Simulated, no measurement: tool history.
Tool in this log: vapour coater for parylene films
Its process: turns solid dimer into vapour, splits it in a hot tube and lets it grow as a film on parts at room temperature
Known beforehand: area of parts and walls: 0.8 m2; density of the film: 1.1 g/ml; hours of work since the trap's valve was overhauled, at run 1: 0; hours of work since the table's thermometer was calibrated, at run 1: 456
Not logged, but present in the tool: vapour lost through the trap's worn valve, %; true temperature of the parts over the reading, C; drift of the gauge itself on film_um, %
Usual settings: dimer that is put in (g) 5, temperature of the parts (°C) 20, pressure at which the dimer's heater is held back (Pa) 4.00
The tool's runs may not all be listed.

run	hour	dimer that is put in (g)	temperature of the parts (°C)	pressure at which the dimer's heater is held back (Pa)	hours of work since the trap's valve was overhauled	hours of work since the table's thermometer was calibrated	thickness of the film (um)
1	0.0	5	20	4.00	0	456	3.33
2	22.5	5	20	4.00	15	470	3.34
3	54.2	5	20	4.00	36	491	3.20
4	77.3	5	20	4.00	51	507	3.22
5	109.9	5	20	4.00	73	528	3.21
6	125.3	5	20	4.00	83	538	3.19
7	143.3	5	15	4.00	95	550	4.03
8	161.4	5	15	4.00	107	562	3.98
9	186.5	5	15	4.00	123	579	4.09
10	221.0	4	20	2.81	146	602	2.75
11	254.3	3	25	2.81	168	624	1.59
12	284.7	5	20	3.21	188	644	3.24
13	304.9	2	16	4.00	201	657	1.49
14	320.4	8	22	3.80	212	667	4.51
15	350.4	8	22	3.80	231	687	4.52
16	386.4	8	22	3.80	255	711	4.47
17	405.6	5	31	5.29	268	723	1.65
18	423.2	5	20	2.73	280	735	3.29

Each row is a separate what-if for the run after 18, all from the same tool condition, not one after another. Results?
A	442.6	5	18	9.14	292	748	?
B	442.6	3	20	10.98	292	748	?
C	442.6	2	16	6.38	292	748	?
D	442.6	5	20	5.10	292	748	?
E	442.6	5	22	2.26	292	748	?

run	thickness of the film (um)
A	2.69
B	1.36
C	1.26
D	2.82
E	3.07
With the hidden condition removed and each run's random variation left untouched, the same runs would have given:
run	thickness of the film (um)
A	3.02
B	1.54
C	1.42
D	3.18
E	3.45

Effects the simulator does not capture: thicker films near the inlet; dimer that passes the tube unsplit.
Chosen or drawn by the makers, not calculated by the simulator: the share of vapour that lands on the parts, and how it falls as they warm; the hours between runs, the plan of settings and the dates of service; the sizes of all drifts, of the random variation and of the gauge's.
